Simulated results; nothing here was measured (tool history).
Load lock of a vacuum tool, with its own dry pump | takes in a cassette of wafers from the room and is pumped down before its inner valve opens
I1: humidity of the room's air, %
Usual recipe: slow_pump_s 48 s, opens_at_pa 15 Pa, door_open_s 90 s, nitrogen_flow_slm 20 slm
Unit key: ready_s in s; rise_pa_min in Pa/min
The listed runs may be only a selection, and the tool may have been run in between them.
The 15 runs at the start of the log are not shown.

run 16 hour=4521.0 | slow_pump_s=48 opens_at_pa=15 door_open_s=34 nitrogen_flow_slm=20 | I1=46.9 | ready_s=106.1 rise_pa_min=0.351
run 17 hour=4720.3 | slow_pump_s=48 opens_at_pa=15 door_open_s=90 nitrogen_flow_slm=20 | I1=45.3 | ready_s=107.0 rise_pa_min=0.386
run 18 hour=4931.5 | slow_pump_s=48 opens_at_pa=15 door_open_s=90 nitrogen_flow_slm=20 | I1=43.5 | ready_s=106.1 rise_pa_min=0.390
run 19 hour=5277.0 | slow_pump_s=48 opens_at_pa=15 door_open_s=90 nitrogen_flow_slm=20 | I1=44.2 | ready_s=107.2 rise_pa_min=0.387
run 20 hour=5552.3 | slow_pump_s=52 opens_at_pa=10 door_open_s=90 nitrogen_flow_slm=9 | I1=44.8 | ready_s=111.9 rise_pa_min=0.424
run 21 hour=5720.2 | slow_pump_s=48 opens_at_pa=23 door_open_s=27 nitrogen_flow_slm=20 | I1=42.5 | ready_s=103.4 rise_pa_min=0.373
run 22 hour=5995.1 | slow_pump_s=48 opens_at_pa=23 door_open_s=27 nitrogen_flow_slm=11 | I1=41.4 | ready_s=104.5 rise_pa_min=0.393
run 23 hour=6380.7 | slow_pump_s=48 opens_at_pa=23 door_open_s=27 nitrogen_flow_slm=11 | I1=45.9 | ready_s=103.9 rise_pa_min=0.424
run 24 hour=6722.4 | slow_pump_s=74 opens_at_pa=23 door_open_s=227 nitrogen_flow_slm=17 | I1=41.4 | ready_s=125.6 rise_pa_min=0.482
-- hour=7009.4 door's seal changed, seat wiped
run 25 hour=7082.0 | slow_pump_s=39 opens_at_pa=15 door_open_s=90 nitrogen_flow_slm=4 | I1=48.3 | ready_s=102.1 rise_pa_min=0.092
run 26 hour=7469.7 | slow_pump_s=91 opens_at_pa=23 door_open_s=90 nitrogen_flow_slm=4 | I1=46.0 | ready_s=137.1 rise_pa_min=0.088
run 27 hour=7719.6 | slow_pump_s=48 opens_at_pa=13 door_open_s=170 nitrogen_flow_slm=20 | I1=45.5 | ready_s=112.5 rise_pa_min=0.082
run 28 hour=8016.4 | slow_pump_s=48 opens_at_pa=13 door_open_s=170 nitrogen_flow_slm=20 | I1=46.6 | ready_s=111.1 rise_pa_min=0.084
run 29 hour=8230.1 | slow_pump_s=88 opens_at_pa=17 door_open_s=113 nitrogen_flow_slm=5 | I1=45.5 | ready_s=138.1 rise_pa_min=0.099
run 30 hour=8511.9 | slow_pump_s=88 opens_at_pa=17 door_open_s=113 nitrogen_flow_slm=5 | I1=43.5 | ready_s=140.0 rise_pa_min=0.105

What does the tool deliver on the next run?
run 31 hour=8726.2 | slow_pump_s=31 opens_at_pa=15 door_open_s=81 nitrogen_flow_slm=20 | I1=44.3 | ready_s=? rise_pa_min=?

ready_s: 99.4 s
rise_pa_min: 0.058 Pa/min
The same run, on a tool lacking any hidden state, would have yielded ready_s 93.3 s, rise_pa_min 0.046 Pa/min.

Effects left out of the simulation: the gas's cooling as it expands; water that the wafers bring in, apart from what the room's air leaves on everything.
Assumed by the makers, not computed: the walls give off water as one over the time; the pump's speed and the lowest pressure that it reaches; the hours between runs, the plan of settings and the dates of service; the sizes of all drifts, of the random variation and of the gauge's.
